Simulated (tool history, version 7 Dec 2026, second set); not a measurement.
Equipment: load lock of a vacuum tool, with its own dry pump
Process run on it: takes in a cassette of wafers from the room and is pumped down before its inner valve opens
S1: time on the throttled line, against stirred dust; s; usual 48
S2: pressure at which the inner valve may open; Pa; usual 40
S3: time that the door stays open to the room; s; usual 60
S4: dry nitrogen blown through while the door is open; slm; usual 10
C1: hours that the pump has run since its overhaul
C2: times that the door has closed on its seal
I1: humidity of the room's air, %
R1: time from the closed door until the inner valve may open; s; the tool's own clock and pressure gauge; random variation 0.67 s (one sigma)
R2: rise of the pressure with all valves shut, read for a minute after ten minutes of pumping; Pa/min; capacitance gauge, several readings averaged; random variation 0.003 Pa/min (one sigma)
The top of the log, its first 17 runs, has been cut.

run      day  S1  S2   S3  S4     C1     C2    I1     R1     R2
 18  240.608  48  40   60  10   8514  29700  46.1   99.4   0.04
 19  258.046  48  40   60  10   8932  30418  43.6   99.3  0.043
 20  270.004  61  56  172  10   9219  30910  45.7  106.4  0.077
 21  285.858  62  52   26  10   9600  31563  47.4  106.9  0.032
 22  296.583  43  52   26  10   9857  32004  44.6   93.5  0.022
 23  313.258  43  61   35   7  10258  32691  44.8   93.1  0.036
 24  325.321  43  56  112  15  10547  33187  45.8   93.6  0.041
 25  335.179  35  40   60   8  10784  33593  44.6   89.8  0.043
 26  346.704  35  40   60   8  11060  34068  43.8   89.5  0.039
 27  362.242  58  35   58  43  11433  34707  44.7  107.8  0.014
 28  373.154  48  48   27   5  11695  35157  44.9   97.9  0.035
 29  389.983  48  48   27   5  12099  35850  42.8   98.2  0.027
 30  407.008  48  48   64  23  12508  36551  42.5     98  0.028
 31  423.304  48  48   64  23  12899  37221  43.4   97.7  0.029
 32  440.917  48  48   64  23  13321  37947  48.3     99  0.033
 33    455.5  96  40   60   9  13671  38547    44  137.3  0.044
 34    471.3  96  40   60   9  14051  39197    45  136.5  0.032
 35  481.092  47  40   60  10  14285  39600  45.1   98.1  0.037
 36  498.071  76  57   29  12  14693  40299  42.2  118.9  0.031
 37   508.05  76  57   29  12  14932  40710  44.1    118  0.023

Branching from run 37: 3 alternative next runs. What would each branch give?
  A  520.275  76  57   29   7  15226  41214  48.6   ?   ?
  B  520.275  24  40  215  37  15226  41214  45.8   ?   ?
  C  520.275  76  30  100  12  15226  41214  47.1   ?   ?

run     R1     R2
  A  117.8  0.037
  B   80.5   0.04
  C  123.9  0.055
With no hidden state in the tool, these same runs would have given:
run     R1     R2
  A  117.7  0.036
  B   80.5  0.039
  C  123.9  0.053

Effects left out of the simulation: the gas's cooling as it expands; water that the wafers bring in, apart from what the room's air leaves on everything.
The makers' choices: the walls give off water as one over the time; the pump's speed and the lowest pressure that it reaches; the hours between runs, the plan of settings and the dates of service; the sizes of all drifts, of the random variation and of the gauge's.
